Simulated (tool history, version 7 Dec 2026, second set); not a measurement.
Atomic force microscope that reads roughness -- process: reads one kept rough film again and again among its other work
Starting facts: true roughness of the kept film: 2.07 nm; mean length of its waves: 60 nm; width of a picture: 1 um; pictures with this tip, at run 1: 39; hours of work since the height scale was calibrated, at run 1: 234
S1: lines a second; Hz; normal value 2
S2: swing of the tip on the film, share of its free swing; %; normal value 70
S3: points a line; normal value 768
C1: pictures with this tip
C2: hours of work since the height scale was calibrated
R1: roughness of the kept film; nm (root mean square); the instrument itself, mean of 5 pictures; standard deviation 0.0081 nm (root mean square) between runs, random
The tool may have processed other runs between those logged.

{"run": 1, "hour": 0.0, "S1": 2, "S2": 70, "S3": 768, "C1": 39, "C2": 234, "R1": 1.76}
{"run": 2, "hour": 5.3, "S1": 1.45, "S2": 70, "S3": 768, "C1": 47, "C2": 238, "R1": 1.828}
{"run": 3, "hour": 15.5, "S1": 1.45, "S2": 70, "S3": 768, "C1": 62, "C2": 244, "R1": 1.805}
{"run": 4, "hour": 24.9, "S1": 2, "S2": 70, "S3": 768, "C1": 77, "C2": 250, "R1": 1.724}
{"run": 5, "hour": 33.9, "S1": 2, "S2": 70, "S3": 768, "C1": 90, "C2": 256, "R1": 1.715}
{"hour": 37.1, "done": "new tip fitted"}
{"run": 6, "hour": 43.1, "S1": 1.05, "S2": 70, "S3": 768, "C1": 9, "C2": 262, "R1": 1.894}
{"run": 7, "hour": 48.8, "S1": 1.05, "S2": 70, "S3": 768, "C1": 17, "C2": 265, "R1": 1.892}
{"hour": 50.7, "done": "height scale calibrated on a step standard"}
{"run": 8, "hour": 58.3, "S1": 1.18, "S2": 70, "S3": 383, "C1": 30, "C2": 5, "R1": 1.877}
{"run": 9, "hour": 62.8, "S1": 1.18, "S2": 70, "S3": 383, "C1": 37, "C2": 8, "R1": 1.862}
{"run": 10, "hour": 67.5, "S1": 1.19, "S2": 58, "S3": 383, "C1": 44, "C2": 11, "R1": 1.929}

How the hidden state differs across the entries between the runs, from the last listed run before each to the first after it:
In the gap between runs 5 and 6: new tip fitted (hour 37.1)
  radius of the tip, nm: 35.4 -> 12.6; height scale over the true one, %: 0.57 -> 0.58
  measured result minus the result with no hidden state, R1: -0.087 -> +0 nm (root mean square)
In the gap between runs 7 and 8: height scale calibrated on a step standard (hour 50.7)
  radius of the tip, nm: 14.7 -> 17.8; height scale over the true one, %: 0.59 -> 0.79
  measured result minus the result with no hidden state, R1: -0.009 -> -0.018 nm (root mean square)

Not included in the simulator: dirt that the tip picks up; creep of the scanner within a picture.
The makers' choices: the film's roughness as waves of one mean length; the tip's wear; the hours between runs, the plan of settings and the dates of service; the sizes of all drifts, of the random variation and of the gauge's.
